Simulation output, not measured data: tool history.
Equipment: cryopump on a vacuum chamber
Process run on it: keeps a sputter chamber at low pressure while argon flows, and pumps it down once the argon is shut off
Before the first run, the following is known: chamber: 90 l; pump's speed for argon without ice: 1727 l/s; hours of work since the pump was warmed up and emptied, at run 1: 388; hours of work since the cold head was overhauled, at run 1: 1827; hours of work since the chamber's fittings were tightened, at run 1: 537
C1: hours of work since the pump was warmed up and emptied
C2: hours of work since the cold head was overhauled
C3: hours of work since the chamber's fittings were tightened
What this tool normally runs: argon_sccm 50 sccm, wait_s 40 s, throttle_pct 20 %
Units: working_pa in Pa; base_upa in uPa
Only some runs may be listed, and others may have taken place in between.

Run 1, hour 0: usual settings; C1 388; C2 1827; C3 537. Result: working_pa 0.2563 Pa, base_upa 1.33 uPa.
Run 2, hour 78.5: usual settings; C1 432; C2 1870; C3 581. Result: working_pa 0.2565 Pa, base_upa 1.4 uPa.
Run 3, hour 152.7: usual settings; C1 474; C2 1912; C3 622. Result: working_pa 0.2559 Pa, base_upa 1.43 uPa.
Run 4, hour 203.2: usual settings but wait_s 44 s; C1 502; C2 1940; C3 651. Result: working_pa 0.2575 Pa, base_upa 1.46 uPa.
Run 5, hour 268.3: usual settings but argon_sccm 81 sccm; C1 538; C2 1977; C3 687. Result: working_pa 0.4168 Pa, base_upa 1.56 uPa.
Run 6, hour 342.5: usual settings but argon_sccm 81 sccm; C1 580; C2 2018; C3 729. Result: working_pa 0.4221 Pa, base_upa 1.61 uPa.
Run 7, hour 428.2: usual settings but throttle_pct 31 %; C1 628; C2 2066; C3 776. Result: working_pa 0.175 Pa, base_upa 1.68 uPa.
Run 8, hour 497.9: usual settings; C1 667; C2 2105; C3 815. Result: working_pa 0.2617 Pa, base_upa 1.81 uPa.
At hour 554.1: pump warmed up, emptied and cooled again.
Run 9, hour 601.5: usual settings; C1 26; C2 2160; C3 871. Result: working_pa 0.2471 Pa, base_upa 1.47 uPa.
Run 10, hour 687.8: usual settings but argon_sccm 55 sccm; C1 75; C2 2208; C3 919. Result: working_pa 0.2743 Pa, base_upa 1.59 uPa.
Run 11, hour 748.6: usual settings but argon_sccm 55 sccm; C1 109; C2 2242; C3 953. Result: working_pa 0.2723 Pa, base_upa 1.63 uPa.
Run 12, hour 850: usual settings but throttle_pct 29 %; C1 165; C2 2299; C3 1009. Result: working_pa 0.1728 Pa, base_upa 1.75 uPa.
Run 13, hour 920.6: usual settings; C1 205; C2 2339; C3 1049. Result: working_pa 0.2499 Pa, base_upa 1.79 uPa.
Run 14, hour 972: usual settings but argon_sccm 80 sccm; C1 234; C2 2367; C3 1078. Result: working_pa 0.4009 Pa, base_upa 1.78 uPa.
Run 15, hour 1064.7: usual settings but argon_sccm 80 sccm, throttle_pct 47 %; C1 285; C2 2419; C3 1130. Result: working_pa 0.1791 Pa, base_upa 1.9 uPa.
Run 16, hour 1157.8: usual settings but argon_sccm 80 sccm, throttle_pct 22 %; C1 338; C2 2471; C3 1182. Result: working_pa 0.3723 Pa, base_upa 2 uPa.
Run 17, hour 1228.5: usual settings but argon_sccm 87 sccm, wait_s 96 s, throttle_pct 44 %; C1 377; C2 2511; C3 1221. Result: working_pa 0.2111 Pa, base_upa 1.74 uPa.
Run 18, hour 1296.6: usual settings but argon_sccm 87 sccm, wait_s 96 s, throttle_pct 44 %; C1 415; C2 2549; C3 1259. Result: working_pa 0.2136 Pa, base_upa 1.84 uPa.
Run 19, hour 1397.1: usual settings but argon_sccm 87 sccm, wait_s 96 s, throttle_pct 44 %; C1 471; C2 2605; C3 1315. Result: working_pa 0.2157 Pa, base_upa 1.94 uPa.
Run 20, hour 1453.6: usual settings but argon_sccm 36 sccm, wait_s 53 s, throttle_pct 38 %; C1 503; C2 2637; C3 1347. Result: working_pa 0.1032 Pa, base_upa 2.18 uPa.
Run 21, hour 1537.4: usual settings but argon_sccm 34 sccm, wait_s 53 s, throttle_pct 38 %; C1 550; C2 2683; C3 1394. Result: working_pa 0.0981 Pa, base_upa 2.25 uPa.
Run 22, hour 1584.2: usual settings but argon_sccm 80 sccm; C1 576; C2 2710; C3 1420. Result: working_pa 0.4162 Pa, base_upa 2.43 uPa.
Run 23, hour 1652.6: usual settings but argon_sccm 39 sccm, wait_s 38 s, throttle_pct 31 %; C1 614; C2 2748; C3 1458. Result: working_pa 0.1378 Pa, base_upa 2.53 uPa.
Run 24, hour 1739.8: usual settings but argon_sccm 39 sccm, wait_s 38 s, throttle_pct 31 %; C1 663; C2 2797; C3 1507. Result: working_pa 0.1385 Pa, base_upa 2.67 uPa.
At hour 1803.8: pump warmed up, emptied and cooled again.
Run 25, hour 1829.9: usual settings but argon_sccm 24 sccm, wait_s 46 s, throttle_pct 23 %; C1 15; C2 2844; C3 1555. Result: working_pa 0.1039 Pa, base_upa 2.15 uPa.
Run 26, hour 1915.5: usual settings but throttle_pct 56 %; C1 62; C2 2892; C3 1602. Result: working_pa 0.0912 Pa, base_upa 2.29 uPa.
Run 27, hour 1996.3: usual settings but throttle_pct 39 %; C1 108; C2 2937; C3 1648. Result: working_pa 0.1314 Pa, base_upa 2.29 uPa.
Run 28, hour 2070: usual settings but wait_s 274 s, throttle_pct 50 %; C1 149; C2 2978; C3 1689. Result: working_pa 0.1045 Pa, base_upa 1.87 uPa.
Run 29, hour 2162.8: usual settings but wait_s 23 s, throttle_pct 15 %; C1 201; C2 3030; C3 1741. Result: working_pa 0.3337 Pa, base_upa 2.91 uPa.
Run 30, hour 2231.5: usual settings but argon_sccm 93 sccm; C1 239; C2 3069; C3 1779. Result: working_pa 0.471 Pa, base_upa 2.54 uPa.
Run 31, hour 2333.9: usual settings but argon_sccm 93 sccm; C1 296; C2 3126; C3 1836. Result: working_pa 0.4725 Pa, base_upa 2.7 uPa.
Run 32, hour 2422: usual settings but argon_sccm 55 sccm, wait_s 288 s, throttle_pct 26 %; C1 346; C2 3175; C3 1886. Result: working_pa 0.2176 Pa, base_upa 2.32 uPa.

What if the next run were any one of these 4? Each begins from the tool's condition after run 32:
Run A, hour 2476.1: usual settings but argon_sccm 51 sccm, wait_s 288 s, throttle_pct 26 %; C1 376; C2 3205; C3 1916. Result: working_pa ?, base_upa ?.
Run B, hour 2476.1: usual settings but wait_s 25 s, throttle_pct 17 %; C1 376; C2 3205; C3 1916. Result: working_pa ?, base_upa ?.
Run C, hour 2476.1: usual settings but wait_s 173 s, throttle_pct 36 %; C1 376; C2 3205; C3 1916. Result: working_pa ?, base_upa ?.
Run D, hour 2476.1: usual settings but argon_sccm 55 sccm, wait_s 288 s, throttle_pct 43 %; C1 376; C2 3205; C3 1916. Result: working_pa ?, base_upa ?.

run  working_pa  base_upa
  A      0.2034      2.43
  B      0.2987      3.26
  C      0.1466      2.48
  D      0.1374      2.39
With the hidden condition removed and each run's random variation left untouched, the same runs would have given:
run  working_pa  base_upa
  A      0.1923      0.26
  B      0.2879      1.09
  C      0.1357      0.33
  D      0.1255      0.24
